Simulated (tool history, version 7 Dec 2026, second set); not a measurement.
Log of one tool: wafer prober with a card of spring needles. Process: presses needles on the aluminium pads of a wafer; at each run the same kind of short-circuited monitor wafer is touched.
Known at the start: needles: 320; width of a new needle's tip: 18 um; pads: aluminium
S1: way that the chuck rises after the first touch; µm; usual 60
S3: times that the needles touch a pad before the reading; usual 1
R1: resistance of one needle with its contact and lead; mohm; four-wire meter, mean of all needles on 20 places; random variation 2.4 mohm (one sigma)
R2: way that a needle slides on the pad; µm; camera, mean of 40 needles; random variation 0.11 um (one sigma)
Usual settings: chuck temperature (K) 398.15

Run 1, hour 0: usual settings. Result: R1 289 mohm, R2 15.62 µm.
At hour 21.4: tips cleaned on abrasive film.
Run 2, hour 34.5: usual settings but chuck temperature (K) 323.15. Result: R1 306 mohm, R2 15.44 µm.
At hour 44.2: tips cleaned on abrasive film.
At hour 66.3: tips cleaned on abrasive film.
Run 3, hour 74.9: usual settings but chuck temperature (K) 323.15. Result: R1 289 mohm, R2 15.44 µm.
At hour 89.1: tips cleaned on abrasive film.
Run 4, hour 102.4: usual settings. Result: R1 320 mohm, R2 15.61 µm.
At hour 112.5: tips cleaned on abrasive film.
Run 5, hour 127.4: usual settings. Result: R1 322 mohm, R2 15.56 µm.
At hour 136.1: tips cleaned on abrasive film.
At hour 159.3: tips cleaned on abrasive film.
Run 6, hour 160.9: usual settings. Result: R1 283 mohm, R2 15.61 µm.
Run 7, hour 179.3: usual settings. Result: R1 333 mohm, R2 15.58 µm.
At hour 181.5: tips cleaned on abrasive film.
At hour 202.9: tips cleaned on abrasive film.
Run 8, hour 203.3: usual settings. Result: R1 281 mohm, R2 15.6 µm.
At hour 224.9: tips cleaned on abrasive film.
Run 9, hour 231: usual settings. Result: R1 298 mohm, R2 15.5 µm.
At hour 249.3: tips cleaned on abrasive film.
Run 10, hour 252.4: usual settings. Result: R1 290 mohm, R2 15.44 µm.
At hour 271.9: tips cleaned on abrasive film.
Run 11, hour 284.9: usual settings but S3 2. Result: R1 299 mohm, R2 15.57 µm.
At hour 294: tips cleaned on abrasive film.
At hour 317: tips cleaned on abrasive film.
Run 12, hour 325.4: usual settings but S3 2. Result: R1 296 mohm, R2 15.51 µm.
At hour 339.8: tips cleaned on abrasive film.
Run 13, hour 343.9: usual settings but S3 2. Result: R1 283 mohm, R2 15.42 µm.
At hour 364.2: tips cleaned on abrasive film.
Run 14, hour 366.7: usual settings but chuck temperature (K) 386.15, S3 2. Result: R1 278 mohm, R2 15.48 µm.
At hour 385.6: tips cleaned on abrasive film.
Run 15, hour 401.8: usual settings but S1 42 µm, chuck temperature (K) 372.15. Result: R1 380 mohm, R2 10.65 µm.
At hour 407.2: tips cleaned on abrasive film.
Run 16, hour 425.5: usual settings but S1 77 µm, chuck temperature (K) 352.15, S3 2. Result: R1 278 mohm, R2 19.55 µm.
At hour 429: tips cleaned on abrasive film.
At hour 429.3: height of the first contact set anew.
At hour 452: tips cleaned on abrasive film.
Run 17, hour 457.3: usual settings but S1 50 µm, chuck temperature (K) 330.15. Result: R1 298 mohm, R2 12.43 µm.
At hour 475.4: tips cleaned on abrasive film.
Run 18, hour 495.3: usual settings but S1 50 µm, chuck temperature (K) 330.15. Result: R1 357 mohm, R2 12.61 µm.
At hour 499: tips cleaned on abrasive film.
At hour 520.8: tips cleaned on abrasive film.
Run 19, hour 525.3: usual settings but S1 50 µm, chuck temperature (K) 357.15, S3 3. Result: R1 276 mohm, R2 12.51 µm.
At hour 543.8: tips cleaned on abrasive film.
Run 20, hour 556.9: usual settings but S1 65 µm, chuck temperature (K) 376.15, S3 2. Result: R1 294 mohm, R2 16.27 µm.
At hour 562.3: height of the first contact set anew, once more.
At hour 565.5: tips cleaned on abrasive film.
Run 21, hour 584: usual settings but chuck temperature (K) 302.15, S3 2. Result: R1 288 mohm, R2 15.9 µm.
At hour 587.1: tips cleaned on abrasive film.
At hour 609.2: tips cleaned on abrasive film.
Run 22, hour 618.6: usual settings. Result: R1 312 mohm, R2 15.53 µm.
At hour 633.2: tips cleaned on abrasive film.
Run 23, hour 651.7: usual settings. Result: R1 335 mohm, R2 15.47 µm.
At hour 657.4: tips cleaned on abrasive film.
At hour 680.9: tips cleaned on abrasive film.
Run 24, hour 682.7: usual settings. Result: R1 291 mohm, R2 15.71 µm.
At hour 702.3: tips cleaned on abrasive film.
Run 25, hour 709.2: usual settings but chuck temperature (K) 302.15. Result: R1 288 mohm, R2 15.56 µm.
At hour 724.7: tips cleaned on abrasive film.
Run 26, hour 732.1: usual settings but chuck temperature (K) 337.15. Result: R1 287 mohm, R2 15.55 µm.

Some steps in R1 between neighbouring runs. How much of each would the tool show without its hidden state too (settings, what came in, random variation), and how much is left for the hidden state, with any gauge scatter that isn't in both results?
The hidden state here: debris on the tips, nm; way that the needles fall short of the set height, um; tips' diameter, um; drift of the gauge itself on contact_mohm, %; drift of the gauge itself on scrub_um, %.
Run 14 -> 15: S1 60 -> 42, chuck temperature (K) 386.15 -> 372.15, S3 2 -> 1, tips cleaned on abrasive film. R1 +102 mohm: hidden state +97, all else +5.
Run 15 -> 16: S1 42 -> 77, chuck temperature (K) 372.15 -> 352.15, S3 1 -> 2, tips cleaned on abrasive film. R1 -102 mohm: hidden state -82, all else -20.
Run 18 -> 19: chuck temperature (K) 330.15 -> 357.15, S3 1 -> 3, tips cleaned on abrasive film, tips cleaned on abrasive film. R1 -81 mohm: hidden state -88, all else +7.

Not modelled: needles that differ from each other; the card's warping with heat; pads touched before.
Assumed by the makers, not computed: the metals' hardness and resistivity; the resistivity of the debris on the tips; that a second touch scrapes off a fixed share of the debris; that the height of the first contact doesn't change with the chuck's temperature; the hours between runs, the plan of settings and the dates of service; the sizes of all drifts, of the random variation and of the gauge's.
